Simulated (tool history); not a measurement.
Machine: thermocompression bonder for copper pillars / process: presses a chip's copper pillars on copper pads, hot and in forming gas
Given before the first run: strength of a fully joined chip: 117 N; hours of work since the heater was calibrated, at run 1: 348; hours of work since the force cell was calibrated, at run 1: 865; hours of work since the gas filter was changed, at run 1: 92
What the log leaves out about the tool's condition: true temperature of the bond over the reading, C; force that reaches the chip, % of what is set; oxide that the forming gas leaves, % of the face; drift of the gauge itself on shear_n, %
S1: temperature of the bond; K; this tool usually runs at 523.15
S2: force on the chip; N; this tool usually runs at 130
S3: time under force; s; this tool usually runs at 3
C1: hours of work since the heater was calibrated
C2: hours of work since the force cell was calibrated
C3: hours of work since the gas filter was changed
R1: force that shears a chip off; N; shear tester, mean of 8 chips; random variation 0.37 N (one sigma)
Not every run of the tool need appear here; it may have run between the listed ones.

{"run": 1, "hour": 0.0, "S1": 523.15, "S2": 130, "S3": 3, "C1": 348, "C2": 865, "C3": 92, "R1": 44.1}
{"run": 2, "hour": 23.1, "S1": 523.15, "S2": 130, "S3": 3, "C1": 364, "C2": 881, "C3": 107, "R1": 43.7}
{"run": 3, "hour": 39.9, "S1": 523.15, "S2": 130, "S3": 3, "C1": 375, "C2": 892, "C3": 119, "R1": 44.8}
{"run": 4, "hour": 65.2, "S1": 523.15, "S2": 128, "S3": 3, "C1": 392, "C2": 910, "C3": 136, "R1": 42.9}
{"run": 5, "hour": 77.6, "S1": 523.15, "S2": 128, "S3": 3, "C1": 401, "C2": 918, "C3": 145, "R1": 43.6}
{"run": 6, "hour": 89.7, "S1": 523.15, "S2": 130, "S3": 3, "C1": 409, "C2": 926, "C3": 153, "R1": 44.8}
{"run": 7, "hour": 105.5, "S1": 523.15, "S2": 130, "S3": 3, "C1": 420, "C2": 937, "C3": 164, "R1": 43.7}
{"run": 8, "hour": 121.0, "S1": 523.15, "S2": 130, "S3": 3, "C1": 430, "C2": 948, "C3": 174, "R1": 44.4}
{"run": 9, "hour": 141.1, "S1": 523.15, "S2": 130, "S3": 3, "C1": 444, "C2": 961, "C3": 188, "R1": 44.4}
{"run": 10, "hour": 163.9, "S1": 523.15, "S2": 130, "S3": 3, "C1": 460, "C2": 977, "C3": 203, "R1": 44.0}
{"run": 11, "hour": 189.4, "S1": 523.15, "S2": 122, "S3": 3, "C1": 477, "C2": 994, "C3": 221, "R1": 41.6}
{"run": 12, "hour": 213.9, "S1": 523.15, "S2": 130, "S3": 3, "C1": 494, "C2": 1011, "C3": 238, "R1": 44.7}
{"run": 13, "hour": 236.0, "S1": 523.15, "S2": 130, "S3": 3, "C1": 509, "C2": 1026, "C3": 253, "R1": 43.4}
{"run": 14, "hour": 251.4, "S1": 523.15, "S2": 130, "S3": 3, "C1": 519, "C2": 1037, "C3": 263, "R1": 43.7}
{"run": 15, "hour": 268.8, "S1": 523.15, "S2": 103, "S3": 3, "C1": 531, "C2": 1049, "C3": 275, "R1": 35.6}
{"run": 16, "hour": 289.8, "S1": 523.15, "S2": 103, "S3": 3, "C1": 546, "C2": 1063, "C3": 289, "R1": 36.0}
{"run": 17, "hour": 315.4, "S1": 523.15, "S2": 103, "S3": 3, "C1": 563, "C2": 1080, "C3": 307, "R1": 36.0}
{"run": 18, "hour": 338.0, "S1": 523.15, "S2": 103, "S3": 3, "C1": 578, "C2": 1096, "C3": 322, "R1": 35.9}
{"run": 19, "hour": 354.2, "S1": 523.15, "S2": 103, "S3": 3, "C1": 589, "C2": 1107, "C3": 333, "R1": 35.4}
{"run": 20, "hour": 376.7, "S1": 515.15, "S2": 130, "S3": 3, "C1": 605, "C2": 1122, "C3": 349, "R1": 40.2}
{"run": 21, "hour": 396.8, "S1": 497.15, "S2": 130, "S3": 3, "C1": 618, "C2": 1136, "C3": 362, "R1": 31.7}
{"run": 22, "hour": 419.8, "S1": 497.15, "S2": 130, "S3": 3, "C1": 634, "C2": 1152, "C3": 378, "R1": 32.0}

What will run 23 give?
{"run": 23, "hour": 432.9, "S1": 540.15, "S2": 97, "S3": 3, "C1": 643, "C2": 1160, "C3": 387, "R1": "?"}

R1: 40.7 N
Minus the tool's unlogged condition, the same run would have read R1 40.8 N.
